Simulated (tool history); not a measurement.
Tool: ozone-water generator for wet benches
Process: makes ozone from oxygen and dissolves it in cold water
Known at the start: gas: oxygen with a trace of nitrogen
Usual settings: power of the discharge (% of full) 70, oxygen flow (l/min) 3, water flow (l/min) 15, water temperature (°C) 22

run,day,power of the discharge (% of full),oxygen flow (l/min),water flow (l/min),water temperature (°C),dissolved ozone (ppm),ozone in the gas ahead of the water (g/m3)
1,0,70,3,15,22,18.3,181.3
2,2.608,68,3,15,22,18.1,180.8
3,4.158,68,3,15,15,20,179.2
4,5.721,70,3,15,22,18.2,183.7
5,8.854,70,3,15,22,18.4,183.4
6,10.85,70,3,15,22,18.4,182.8
7,13.671,70,3,15,22,18.1,183.6
8,15.483,70,3,15,22,18.4,180.5
9,19.221,73,3,15,22,19.1,186.2
10,22.35,73,3,15,22,18.8,187.5
11,24.338,73,3,15,22,18.8,185.1
12,26.733,70,2.55,15,22,18,195
13,29.633,70,1.53,11,18,21.4,243.9
14,31.146,42,3,18,25,11.4,132.1
15,33.662,70,2.06,15,22,17.2,213
16,36.375,70,2.06,24,16,11.6,213.9
17,37.942,71,3,15,22,18.4,185.6
18,41.296,71,3,15,22,18.5,182.2
19,45,43,3,15,22,13.7,135.3
20,47.004,43,1.74,24,16,8,170.8
21,48.712,75,1.74,15,21,17.1,240.6
22,51.758,70,3.02,15,28,16.9,180
23,54.75,58,2.21,14,28,15.3,182.2

Run 24 comes next. What will it give?
24,57,58,2.21,14,28,?,?

Run 24 gave dissolved ozone (ppm) 15.2, ozone in the gas ahead of the water (g/m3) 183.5.
Without the tool's hidden state the same run would have given dissolved ozone (ppm) 15.2, ozone in the gas ahead of the water (g/m3) 186.7.
